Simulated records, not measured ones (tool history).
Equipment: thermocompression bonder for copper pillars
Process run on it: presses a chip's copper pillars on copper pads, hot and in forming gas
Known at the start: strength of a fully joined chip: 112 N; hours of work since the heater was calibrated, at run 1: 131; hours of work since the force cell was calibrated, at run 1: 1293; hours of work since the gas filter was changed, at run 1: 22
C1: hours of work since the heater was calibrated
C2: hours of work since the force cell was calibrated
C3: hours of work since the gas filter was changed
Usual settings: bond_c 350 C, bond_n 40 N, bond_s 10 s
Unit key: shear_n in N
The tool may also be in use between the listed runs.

{"run": 1, "hour": 0.0, "bond_c": 350, "bond_n": 40, "bond_s": 10, "C1": 131, "C2": 1293, "C3": 22, "shear_n": 42.5}
{"run": 2, "hour": 31.1, "bond_c": 350, "bond_n": 40, "bond_s": 10, "C1": 146, "C2": 1308, "C3": 37, "shear_n": 42.4}
{"run": 3, "hour": 70.3, "bond_c": 350, "bond_n": 40, "bond_s": 10, "C1": 164, "C2": 1326, "C3": 56, "shear_n": 42.5}
{"run": 4, "hour": 136.7, "bond_c": 350, "bond_n": 40, "bond_s": 10, "C1": 196, "C2": 1358, "C3": 88, "shear_n": 42.9}
{"run": 5, "hour": 176.7, "bond_c": 349, "bond_n": 40, "bond_s": 10, "C1": 215, "C2": 1377, "C3": 107, "shear_n": 41.6}
{"run": 6, "hour": 221.2, "bond_c": 349, "bond_n": 28, "bond_s": 10, "C1": 237, "C2": 1399, "C3": 128, "shear_n": 28.1}
{"run": 7, "hour": 270.1, "bond_c": 379, "bond_n": 40, "bond_s": 10, "C1": 260, "C2": 1422, "C3": 152, "shear_n": 57.3}
{"run": 8, "hour": 308.1, "bond_c": 379, "bond_n": 40, "bond_s": 10, "C1": 278, "C2": 1440, "C3": 170, "shear_n": 57}
{"run": 9, "hour": 358.0, "bond_c": 379, "bond_n": 40, "bond_s": 10, "C1": 302, "C2": 1464, "C3": 194, "shear_n": 57.1}
{"run": 10, "hour": 413.8, "bond_c": 379, "bond_n": 40, "bond_s": 10, "C1": 329, "C2": 1491, "C3": 220, "shear_n": 57.3}
{"run": 11, "hour": 444.2, "bond_c": 350, "bond_n": 40, "bond_s": 10, "C1": 343, "C2": 1505, "C3": 235, "shear_n": 43}
{"run": 12, "hour": 479.8, "bond_c": 350, "bond_n": 40, "bond_s": 10, "C1": 360, "C2": 1522, "C3": 252, "shear_n": 43.4}
{"run": 13, "hour": 514.5, "bond_c": 350, "bond_n": 40, "bond_s": 10, "C1": 377, "C2": 1539, "C3": 268, "shear_n": 43}
{"run": 14, "hour": 569.0, "bond_c": 350, "bond_n": 40, "bond_s": 10, "C1": 403, "C2": 1565, "C3": 294, "shear_n": 43.2}
{"run": 15, "hour": 614.5, "bond_c": 350, "bond_n": 56, "bond_s": 10, "C1": 425, "C2": 1587, "C3": 316, "shear_n": 61.2}
{"run": 16, "hour": 652.5, "bond_c": 350, "bond_n": 56, "bond_s": 10, "C1": 443, "C2": 1605, "C3": 334, "shear_n": 61.2}
{"run": 17, "hour": 718.6, "bond_c": 350, "bond_n": 40, "bond_s": 12, "C1": 475, "C2": 1636, "C3": 366, "shear_n": 45.7}
{"run": 18, "hour": 765.6, "bond_c": 350, "bond_n": 40, "bond_s": 12, "C1": 497, "C2": 1659, "C3": 389, "shear_n": 45.9}
{"hour": 809.2, "done": "forming gas filter changed"}
{"run": 19, "hour": 819.3, "bond_c": 350, "bond_n": 40, "bond_s": 12, "C1": 522, "C2": 1684, "C3": 5, "shear_n": 46.8}
{"run": 20, "hour": 848.8, "bond_c": 350, "bond_n": 40, "bond_s": 19, "C1": 537, "C2": 1698, "C3": 19, "shear_n": 54.9}
{"run": 21, "hour": 893.5, "bond_c": 350, "bond_n": 27, "bond_s": 19, "C1": 558, "C2": 1720, "C3": 40, "shear_n": 34.8}
{"run": 22, "hour": 940.2, "bond_c": 350, "bond_n": 42, "bond_s": 29, "C1": 580, "C2": 1742, "C3": 63, "shear_n": 66}
{"run": 23, "hour": 993.4, "bond_c": 335, "bond_n": 40, "bond_s": 18, "C1": 606, "C2": 1768, "C3": 88, "shear_n": 46.9}
{"run": 24, "hour": 1044.5, "bond_c": 335, "bond_n": 40, "bond_s": 14, "C1": 630, "C2": 1792, "C3": 113, "shear_n": 41.6}
{"run": 25, "hour": 1089.6, "bond_c": 335, "bond_n": 40, "bond_s": 14, "C1": 652, "C2": 1814, "C3": 134, "shear_n": 42.2}
{"run": 26, "hour": 1117.5, "bond_c": 335, "bond_n": 40, "bond_s": 14, "C1": 665, "C2": 1827, "C3": 147, "shear_n": 41.9}
{"run": 27, "hour": 1178.5, "bond_c": 335, "bond_n": 40, "bond_s": 14, "C1": 694, "C2": 1856, "C3": 177, "shear_n": 41.3}
{"run": 28, "hour": 1232.4, "bond_c": 335, "bond_n": 40, "bond_s": 14, "C1": 720, "C2": 1882, "C3": 202, "shear_n": 42}
{"run": 29, "hour": 1286.7, "bond_c": 335, "bond_n": 40, "bond_s": 14, "C1": 746, "C2": 1908, "C3": 228, "shear_n": 41.6}
{"run": 30, "hour": 1351.5, "bond_c": 335, "bond_n": 53, "bond_s": 8, "C1": 777, "C2": 1939, "C3": 259, "shear_n": 46}
{"hour": 1390.8, "done": "heater calibrated with a thermocouple chip"}
{"run": 31, "hour": 1392.6, "bond_c": 347, "bond_n": 40, "bond_s": 10, "C1": 1, "C2": 1958, "C3": 278, "shear_n": 41.5}
{"run": 32, "hour": 1450.3, "bond_c": 347, "bond_n": 40, "bond_s": 14, "C1": 28, "C2": 1985, "C3": 306, "shear_n": 47.8}
{"run": 33, "hour": 1516.7, "bond_c": 353, "bond_n": 29, "bond_s": 17, "C1": 60, "C2": 2017, "C3": 337, "shear_n": 37.3}
{"run": 34, "hour": 1550.6, "bond_c": 360, "bond_n": 57, "bond_s": 9, "C1": 76, "C2": 2033, "C3": 354, "shear_n": 66.1}
{"run": 35, "hour": 1582.3, "bond_c": 369, "bond_n": 26, "bond_s": 22, "C1": 92, "C2": 2048, "C3": 369, "shear_n": 43.8}
{"run": 36, "hour": 1624.9, "bond_c": 369, "bond_n": 26, "bond_s": 22, "C1": 112, "C2": 2069, "C3": 389, "shear_n": 44.1}
{"run": 37, "hour": 1661.0, "bond_c": 371, "bond_n": 37, "bond_s": 24, "C1": 129, "C2": 2086, "C3": 406, "shear_n": 66.3}
{"hour": 1667.9, "done": "forming gas filter changed"}
{"run": 38, "hour": 1716.7, "bond_c": 371, "bond_n": 37, "bond_s": 24, "C1": 156, "C2": 2112, "C3": 23, "shear_n": 65.2}
{"hour": 1734.4, "done": "force cell calibrated"}
{"run": 39, "hour": 1753.8, "bond_c": 371, "bond_n": 37, "bond_s": 24, "C1": 173, "C2": 9, "C3": 40, "shear_n": 66}
{"run": 40, "hour": 1787.1, "bond_c": 371, "bond_n": 29, "bond_s": 24, "C1": 189, "C2": 25, "C3": 56, "shear_n": 52.7}

3 ways to go on from here, each from the tool as it stands after run 40. What would each give?
{"run": "A", "hour": 1823.9, "bond_c": 363, "bond_n": 28, "bond_s": 16, "C1": 206, "C2": 43, "C3": 74, "shear_n": "?"}
{"run": "B", "hour": 1823.9, "bond_c": 374, "bond_n": 34, "bond_s": 7, "C1": 206, "C2": 43, "C3": 74, "shear_n": "?"}
{"run": "C", "hour": 1823.9, "bond_c": 368, "bond_n": 47, "bond_s": 12, "C1": 206, "C2": 43, "C3": 74, "shear_n": "?"}

run=A shear_n=39.6
run=B shear_n=39.4
run=C shear_n=64.5
What these runs would have given with no unlogged condition in the tool:
run=A shear_n=39.6
run=B shear_n=39.3
run=C shear_n=64.5
